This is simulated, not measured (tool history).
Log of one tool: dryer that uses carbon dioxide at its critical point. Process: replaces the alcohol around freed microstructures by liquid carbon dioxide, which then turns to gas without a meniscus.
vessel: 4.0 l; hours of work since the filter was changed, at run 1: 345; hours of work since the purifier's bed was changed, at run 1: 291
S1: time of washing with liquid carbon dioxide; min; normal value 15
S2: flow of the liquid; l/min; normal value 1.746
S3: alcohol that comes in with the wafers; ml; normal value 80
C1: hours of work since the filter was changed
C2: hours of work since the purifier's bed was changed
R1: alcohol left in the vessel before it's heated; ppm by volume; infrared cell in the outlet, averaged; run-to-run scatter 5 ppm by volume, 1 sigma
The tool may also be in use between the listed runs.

{"run": 1, "hour": 0.0, "S1": 15, "S2": 1.746, "S3": 80, "C1": 345, "C2": 291, "R1": 117}
{"run": 2, "hour": 11.7, "S1": 15, "S2": 1.746, "S3": 80, "C1": 353, "C2": 299, "R1": 129}
{"run": 3, "hour": 17.0, "S1": 15, "S2": 1.746, "S3": 80, "C1": 357, "C2": 303, "R1": 132}
{"run": 4, "hour": 24.4, "S1": 15, "S2": 1.746, "S3": 80, "C1": 362, "C2": 308, "R1": 144}
{"run": 5, "hour": 36.2, "S1": 15, "S2": 1.746, "S3": 80, "C1": 371, "C2": 317, "R1": 129}
{"run": 6, "hour": 47.4, "S1": 15, "S2": 1.746, "S3": 80, "C1": 379, "C2": 325, "R1": 140}
{"run": 7, "hour": 55.8, "S1": 19, "S2": 2.81, "S3": 22, "C1": 385, "C2": 331, "R1": 54}
{"run": 8, "hour": 61.7, "S1": 23, "S2": 2.39, "S3": 52, "C1": 390, "C2": 336, "R1": 61}
{"run": 9, "hour": 70.8, "S1": 23, "S2": 2.13, "S3": 70, "C1": 396, "C2": 342, "R1": 56}
{"run": 10, "hour": 77.5, "S1": 15, "S2": 1.746, "S3": 117, "C1": 401, "C2": 347, "R1": 180}

Predict each of these 3 candidate next runs independently; none follows another, all start after run 10:
{"run": "A", "hour": 85.9, "S1": 11, "S2": 1.6, "S3": 80, "C1": 407, "C2": 353, "R1": "?"}
{"run": "B", "hour": 85.9, "S1": 15, "S2": 2.74, "S3": 53, "C1": 407, "C2": 353, "R1": "?"}
{"run": "C", "hour": 85.9, "S1": 13, "S2": 1.73, "S3": 90, "C1": 407, "C2": 353, "R1": "?"}

run=A R1=550
run=B R1=67
run=C R1=256
The same runs, with their run-to-run variation unchanged, on a tool lacking any hidden condition would have given:
run=A R1=310
run=B R1=9
run=C R1=109

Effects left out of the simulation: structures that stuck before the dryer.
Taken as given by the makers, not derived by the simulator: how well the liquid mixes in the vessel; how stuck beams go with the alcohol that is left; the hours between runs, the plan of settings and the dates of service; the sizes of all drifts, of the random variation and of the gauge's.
